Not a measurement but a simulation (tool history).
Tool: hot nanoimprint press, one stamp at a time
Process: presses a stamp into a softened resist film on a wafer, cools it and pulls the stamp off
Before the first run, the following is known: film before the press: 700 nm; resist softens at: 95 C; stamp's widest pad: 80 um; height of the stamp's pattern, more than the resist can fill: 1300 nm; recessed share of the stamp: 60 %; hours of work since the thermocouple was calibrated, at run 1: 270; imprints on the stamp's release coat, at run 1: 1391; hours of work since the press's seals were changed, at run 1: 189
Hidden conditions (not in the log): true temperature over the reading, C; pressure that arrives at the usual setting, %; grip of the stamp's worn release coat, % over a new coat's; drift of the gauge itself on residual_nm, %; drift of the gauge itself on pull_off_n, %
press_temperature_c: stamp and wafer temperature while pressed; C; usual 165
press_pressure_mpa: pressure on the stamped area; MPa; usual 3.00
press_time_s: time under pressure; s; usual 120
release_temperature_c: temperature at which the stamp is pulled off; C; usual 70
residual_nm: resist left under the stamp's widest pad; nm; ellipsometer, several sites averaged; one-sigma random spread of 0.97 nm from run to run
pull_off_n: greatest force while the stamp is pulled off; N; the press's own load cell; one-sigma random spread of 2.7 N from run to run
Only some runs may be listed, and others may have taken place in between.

run   hour  press_temperature_c  press_pressure_mpa  press_time_s  release_temperature_c  hours of work since the thermocouple was calibrated  imprints on the stamp's release coat  hours of work since the press's seals were changed  residual_nm  pull_off_n
  1    0.0                  165                3.00           120                     70                                                  270                                  1391                                                 189        385.7         124
  2   19.9                  165                3.20           120                     70                                                  280                                  1435                                                 199        372.1         128
  3   34.4                  165                3.00           120                     70                                                  287                                  1466                                                 206        384.9         124
  4   43.7                  165                3.00           120                     70                                                  292                                  1486                                                 211        384.4         122
  5   59.0                  165                3.00           120                     70                                                  299                                  1519                                                 218        387.0         127
  6   76.3                  165                3.00           120                     70                                                  308                                  1557                                                 227        383.6         122
  7   89.1                  165                2.53           120                     70                                                  314                                  1585                                                 233        414.9         127
      97.8  -- stamp cleaned and given a new release coat
  8  115.5                  173                3.00           120                     70                                                  324                                    38                                                 243        276.2         119
  9  126.3                  165                3.00           120                     70                                                  329                                    62                                                 248        381.8         126
 10  147.1                  165                3.00           120                     70                                                  339                                   107                                                 259        382.4         118
 11  166.5                  165                3.00           120                     70                                                  349                                   149                                                 268        380.6         123
 12  185.5                  165                3.00           120                     70                                                  358                                   190                                                 277        378.3         118
 13  194.4                  165                3.00           120                     70                                                  363                                   209                                                 282        382.2         119
     201.3  -- gauge calibrated
 14  212.8                  172                3.00           120                     70                                                  372                                   250                                                 291        290.2         125
     217.4  -- plate thermocouple calibrated
 15  232.1                  172                3.00           120                     70                                                    7                                   285                                                 299        288.8         125
 16  243.5                  175                3.00           120                     68                                                   13                                   310                                                 304        255.9         123
 17  259.0                  169                2.17           148                     69                                                   20                                   343                                                 312        363.7         126
 18  268.1                  165                3.00           120                     67                                                   25                                   363                                                 316        386.3         123
 19  278.4                  165                1.94            63                     71                                                   30                                   385                                                 322        538.0         120
 20  297.2                  165                1.94            63                     71                                                   39                                   426                                                 331        538.4         116
 21  314.5                  158                2.41            85                     68                                                   48                                   464                                                 339        570.1         129
 22  330.6                  175                3.04           125                     66                                                   55                                   499                                                 347        247.9         129
 23  348.9                  175                3.04           125                     66                                                   64                                   539                                                 356        249.0         127
 24  358.7                  165                3.00           120                     57                                                   69                                   560                                                 361        383.4         133
 25  378.4                  160                4.60           200                     60                                                   79                                   603                                                 371        324.2         129
 26  394.8                  160                4.60           200                     60                                                   87                                   638                                                 379        324.0         130
 27  407.3                  160                4.35           182                     64                                                   93                                   665                                                 385        344.3         129
 28  417.1                  160                4.35           182                     64                                                   98                                   687                                                 390        345.6         130
 29  433.7                  167                3.28           182                     64                                                  106                                   723                                                 398        291.0         128

Branching from run 29: 5 alternative next runs. What would each branch give?
  A  449.2                  157                3.00            61                     70                                                  114                                   756                                                 405            ?           ?
  B  449.2                  165                2.94           197                     70                                                  114                                   756                                                 405            ?           ?
  C  449.2                  167                2.58            86                     65                                                  114                                   756                                                 405            ?           ?
  D  449.2                  165                3.19           140                     59                                                  114                                   756                                                 405            ?           ?
  E  449.2                  165                2.02           120                     70                                                  114                                   756                                                 405            ?           ?

run  residual_nm  pull_off_n
  A        573.6         124
  B        328.2         126
  C        414.7         129
  D        350.5         132
  E        453.2         125
Stripped of hidden state, with their random variation kept, the same runs would have yielded:
run  residual_nm  pull_off_n
  A        585.5         124
  B        335.0         125
  C        423.3         128
  D        357.8         131
  E        462.6         124
